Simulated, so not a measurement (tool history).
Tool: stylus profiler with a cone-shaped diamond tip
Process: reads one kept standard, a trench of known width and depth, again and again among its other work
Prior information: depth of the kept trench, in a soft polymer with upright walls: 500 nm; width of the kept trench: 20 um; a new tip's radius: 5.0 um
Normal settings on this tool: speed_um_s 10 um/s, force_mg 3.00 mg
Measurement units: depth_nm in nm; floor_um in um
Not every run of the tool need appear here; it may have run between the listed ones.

Run 1, hour 0.0: usual settings. Result: depth_nm 509.94 nm, floor_um 15.07 um.
Run 2, hour 86.2: usual settings. Result: depth_nm 510.03 nm, floor_um 15.14 um.
Run 3, hour 186.0: usual settings. Result: depth_nm 510.03 nm, floor_um 15.00 um.
Run 4, hour 271.1: usual settings. Result: depth_nm 510.14 nm, floor_um 15.02 um.
Run 5, hour 329.5: usual settings. Result: depth_nm 509.88 nm, floor_um 14.98 um.
At hour 379.0: height scale calibrated on a step standard.
Run 6, hour 405.4: usual settings. Result: depth_nm 511.20 nm, floor_um 14.95 um.
Run 7, hour 491.6: usual settings but speed_um_s 32 um/s. Result: depth_nm 511.39 nm, floor_um 14.90 um.
Run 8, hour 578.6: usual settings but speed_um_s 32 um/s. Result: depth_nm 511.36 nm, floor_um 14.87 um.
At hour 620.8: height scale calibrated on a step standard, once more.
Run 9, hour 648.8: usual settings but speed_um_s 32 um/s. Result: depth_nm 507.33 nm, floor_um 14.88 um.
Run 10, hour 721.8: usual settings but speed_um_s 32 um/s. Result: depth_nm 507.11 nm, floor_um 14.87 um.
Run 11, hour 786.5: usual settings but speed_um_s 32 um/s. Result: depth_nm 507.60 nm, floor_um 14.85 um.
Run 12, hour 848.2: usual settings but speed_um_s 32 um/s. Result: depth_nm 507.46 nm, floor_um 14.82 um.
Run 13, hour 912.3: usual settings but speed_um_s 32 um/s. Result: depth_nm 507.65 nm, floor_um 14.81 um.
Run 14, hour 966.2: usual settings but speed_um_s 32 um/s. Result: depth_nm 507.77 nm, floor_um 14.76 um.
Run 15, hour 1028.5: usual settings but speed_um_s 32 um/s. Result: depth_nm 507.76 nm, floor_um 14.82 um.
Run 16, hour 1105.1: usual settings. Result: depth_nm 507.86 nm, floor_um 14.80 um.
Run 17, hour 1183.2: usual settings. Result: depth_nm 508.06 nm, floor_um 14.83 um.
Run 18, hour 1282.8: usual settings. Result: depth_nm 508.39 nm, floor_um 14.81 um.
Run 19, hour 1333.3: usual settings. Result: depth_nm 508.30 nm, floor_um 14.80 um.
Run 20, hour 1393.5: usual settings. Result: depth_nm 508.42 nm, floor_um 14.76 um.
Run 21, hour 1473.3: usual settings. Result: depth_nm 508.44 nm, floor_um 14.77 um.
Run 22, hour 1581.7: usual settings but speed_um_s 15 um/s. Result: depth_nm 508.38 nm, floor_um 14.73 um.
Run 23, hour 1634.2: usual settings but speed_um_s 15 um/s. Result: depth_nm 508.45 nm, floor_um 14.73 um.
Run 24, hour 1709.6: usual settings but speed_um_s 17 um/s, force_mg 7.31 mg. Result: depth_nm 514.21 nm, floor_um 14.65 um.
Run 25, hour 1799.1: usual settings but speed_um_s 17 um/s, force_mg 7.31 mg. Result: depth_nm 514.62 nm, floor_um 14.71 um.
Run 26, hour 1877.9: usual settings but speed_um_s 29 um/s, force_mg 4.29 mg. Result: depth_nm 510.96 nm, floor_um 14.64 um.
Run 27, hour 1941.0: usual settings but speed_um_s 5 um/s, force_mg 2.15 mg. Result: depth_nm 507.62 nm, floor_um 14.62 um.
Run 28, hour 2047.6: usual settings but speed_um_s 3 um/s, force_mg 1.48 mg. Result: depth_nm 506.33 nm, floor_um 14.70 um.
Run 29, hour 2151.3: usual settings but speed_um_s 28 um/s, force_mg 1.62 mg. Result: depth_nm 506.94 nm, floor_um 14.48 um.
Run 30, hour 2204.7: usual settings but speed_um_s 3 um/s, force_mg 5.02 mg. Result: depth_nm 512.25 nm, floor_um 14.66 um.
Run 31, hour 2303.4: usual settings but speed_um_s 3 um/s, force_mg 5.02 mg. Result: depth_nm 512.29 nm, floor_um 14.59 um.
Run 32, hour 2385.3: usual settings but speed_um_s 3 um/s, force_mg 5.02 mg. Result: depth_nm 512.48 nm, floor_um 14.58 um.
Run 33, hour 2472.6: usual settings but speed_um_s 19 um/s, force_mg 2.52 mg. Result: depth_nm 508.78 nm, floor_um 14.49 um.
Run 34, hour 2552.3: usual settings but speed_um_s 22 um/s, force_mg 4.63 mg. Result: depth_nm 512.17 nm, floor_um 14.53 um.
Run 35, hour 2649.4: usual settings but speed_um_s 20 um/s. Result: depth_nm 509.92 nm, floor_um 14.48 um.
Run 36, hour 2728.2: usual settings but speed_um_s 13 um/s, force_mg 4.71 mg. Result: depth_nm 512.55 nm, floor_um 14.47 um.
Run 37, hour 2826.9: usual settings but speed_um_s 13 um/s, force_mg 4.71 mg. Result: depth_nm 512.61 nm, floor_um 14.45 um.
Run 38, hour 2897.6: usual settings but speed_um_s 13 um/s, force_mg 4.71 mg. Result: depth_nm 512.91 nm, floor_um 14.47 um.
Run 39, hour 2996.5: usual settings but speed_um_s 13 um/s, force_mg 4.71 mg. Result: depth_nm 513.04 nm, floor_um 14.46 um.
Run 40, hour 3086.8: usual settings but speed_um_s 5 um/s, force_mg 4.71 mg. Result: depth_nm 512.75 nm, floor_um 14.41 um.
Run 41, hour 3146.4: usual settings but speed_um_s 37 um/s. Result: depth_nm 510.45 nm, floor_um 14.30 um.
Run 42, hour 3240.6: usual settings but speed_um_s 17 um/s, force_mg 4.02 mg. Result: depth_nm 512.15 nm, floor_um 14.34 um.
At hour 3284.3: height scale calibrated on a step standard.
Run 43, hour 3308.4: usual settings but speed_um_s 7 um/s, force_mg 1.00 mg. Result: depth_nm 503.51 nm, floor_um 14.33 um.
Run 44, hour 3379.9: usual settings but speed_um_s 6 um/s, force_mg 2.08 mg. Result: depth_nm 505.55 nm, floor_um 14.37 um.
Run 45, hour 3461.8: usual settings but speed_um_s 4 um/s, force_mg 6.46 mg. Result: depth_nm 512.18 nm, floor_um 14.35 um.

Branching from run 45: 5 alternative next runs. What would each branch give?
Run A, hour 3506.9: usual settings but force_mg 6.28 mg. Result: depth_nm ?, floor_um ?.
Run B, hour 3506.9: usual settings but speed_um_s 5 um/s, force_mg 1.49 mg. Result: depth_nm ?, floor_um ?.
Run C, hour 3506.9: usual settings but speed_um_s 12 um/s, force_mg 3.12 mg. Result: depth_nm ?, floor_um ?.
Run D, hour 3506.9: usual settings but speed_um_s 28 um/s, force_mg 5.64 mg. Result: depth_nm ?, floor_um ?.
Run E, hour 3506.9: usual settings but speed_um_s 5 um/s, force_mg 2.89 mg. Result: depth_nm ?, floor_um ?.

run  depth_nm  floor_um
  A    512.02     14.33
  B    504.88     14.34
  C    507.69     14.31
  D    510.96     14.33
  E    507.45     14.36
The same runs, with their run-to-run variation unchanged, on a tool lacking any hidden condition would have given:
run  depth_nm  floor_um
  A    511.74     15.61
  B    504.60     15.62
  C    507.41     15.59
  D    510.68     15.61
  E    507.17     15.63
